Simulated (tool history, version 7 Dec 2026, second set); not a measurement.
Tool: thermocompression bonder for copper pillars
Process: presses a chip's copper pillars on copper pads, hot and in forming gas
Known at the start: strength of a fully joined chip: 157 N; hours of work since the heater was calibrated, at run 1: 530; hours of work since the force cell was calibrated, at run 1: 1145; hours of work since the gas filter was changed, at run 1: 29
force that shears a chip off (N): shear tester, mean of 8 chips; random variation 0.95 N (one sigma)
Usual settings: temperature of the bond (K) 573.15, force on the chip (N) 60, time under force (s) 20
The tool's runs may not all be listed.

run     day  temperature of the bond (K)  force on the chip (N)  time under force (s)  hours of work since the heater was calibrated  hours of work since the force cell was calibrated  hours of work since the gas filter was changed  force that shears a chip off (N)
  1   0.000                       573.15                     60                    20                                            530                                               1145                                              29                             107.1
  2   3.875                       573.15                     60                    16                                            594                                               1210                                              93                              98.4
  3   6.967                       573.15                     60                    20                                            646                                               1261                                             145                             105.7
      8.646  -- heater calibrated with a thermocouple chip
  4  10.721                       573.15                     60                    20                                             35                                               1323                                             206                             102.7
  5  14.162                       573.15                     60                    20                                             92                                               1380                                             263                             100.0
  6  16.638                       573.15                     60                    20                                            133                                               1421                                             305                              99.8
  7  19.550                       573.15                     60                    20                                            182                                               1470                                             353                              98.2
     20.475  -- forming gas filter changed
  8  23.088                       573.15                     48                    20                                            240                                               1528                                              44                              85.8
     26.538  -- heater calibrated with a thermocouple chip, once more
  9  26.538                       573.15                     60                    20                                              0                                               1585                                             100                             108.6
 10  29.650                       573.15                     39                    20                                             52                                               1637                                             152                              71.5
 11  32.296                       573.15                     39                    20                                             96                                               1681                                             196                              70.4
 12  35.992                       573.15                     44                    20                                            158                                               1742                                             257                              77.4
 13  39.733                       556.15                     44                    20                                            220                                               1805                                             320                              64.5
     42.617  -- forming gas filter changed
 14  42.617                       573.15                     60                    24                                            268                                               1852                                               0                             111.3
 15  44.817                       573.15                     60                    12                                            304                                               1889                                              37                              91.1
 16  47.000                       573.15                     60                    12                                            341                                               1925                                              73                              90.5
 17  49.917                       573.15                     60                    12                                            389                                               1974                                             122                              90.0
 18  53.038                       573.15                     60                    12                                            441                                               2026                                             174                              87.4
 19  55.225                       591.15                     60                    31                                            478                                               2063                                             210                             126.2
 20  58.858                       592.15                     55                    11                                            539                                               2123                                             271                              89.2
     59.975  -- force cell calibrated
 21  60.583                       573.15                     61                    20                                            566                                                 10                                             298                             106.9
 22  63.279                       573.15                     66                    11                                            611                                                 55                                             343                              94.6
     64.862  -- forming gas filter changed
     67.125  -- heater calibrated with a thermocouple chip
 23  67.125                       573.15                     66                    11                                              0                                                117                                              36                             103.3
 24  69.862                       555.15                     90                    27                                             46                                                163                                              82                             136.0
 25  73.417                       555.15                     90                    27                                            105                                                222                                             141                             132.8
 26  75.612                       555.15                     90                    27                                            142                                                259                                             178                             133.4
 27  77.967                       576.15                     55                    10                                            181                                                298                                             217                              83.2
 28  81.388                       576.15                     55                    10                                            238                                                355                                             274                              82.5
 29  83.104                       576.15                     55                    10                                            266                                                384                                             303                              81.4

How the hidden state differs across the entries between the runs, from the last listed run before each to the first after it:
Between runs 3 and 4: heater calibrated with a thermocouple chip (day 8.646)
  true temperature of the bond over the reading, C: -4.5 -> -5.5; force that reaches the chip, % of what is set: 94.5 -> 94.3; oxide that the forming gas leaves, % of the face: 3.05 -> 4.1
  measured less the result without the state, force that shears a chip off (N): -11.0 -> -13.0
Between runs 7 and 8: forming gas filter changed (day 20.475)
  true temperature of the bond over the reading, C: -6.6 -> -7; force that reaches the chip, % of what is set: 93.6 -> 93.4; oxide that the forming gas leaves, % of the face: 6.75 -> 1.26
  measured less the result without the state, force that shears a chip off (N): -17.0 -> -12.0
Between runs 8 and 9: heater calibrated with a thermocouple chip, once more (day 26.538)
  true temperature of the bond over the reading, C: -7 -> -0.2; force that reaches the chip, % of what is set: 93.4 -> 93.2; oxide that the forming gas leaves, % of the face: 1.26 -> 2.19
  measured less the result without the state, force that shears a chip off (N): -12.0 -> -7.9
Between runs 13 and 14: forming gas filter changed (day 42.617)
  true temperature of the bond over the reading, C: -1.8 -> -2.2; force that reaches the chip, % of what is set: 92.2 -> 92; oxide that the forming gas leaves, % of the face: 5.98 -> 0.57
  measured less the result without the state, force that shears a chip off (N): -11.2 -> -8.3
Between runs 20 and 21: force cell calibrated (day 59.975)
  true temperature of the bond over the reading, C: -4.2 -> -4.4; force that reaches the chip, % of what is set: 90.9 -> 99.2; oxide that the forming gas leaves, % of the face: 5.16 -> 5.7
  measured less the result without the state, force that shears a chip off (N): -15.5 -> -9.9
Between runs 22 and 23: forming gas filter changed (day 64.862); heater calibrated with a thermocouple chip (day 67.125)
  true temperature of the bond over the reading, C: -4.8 -> -1.3; force that reaches the chip, % of what is set: 99 -> 98.8; oxide that the forming gas leaves, % of the face: 6.45 -> 1.15
  measured less the result without the state, force that shears a chip off (N): -10.5 -> -2.6
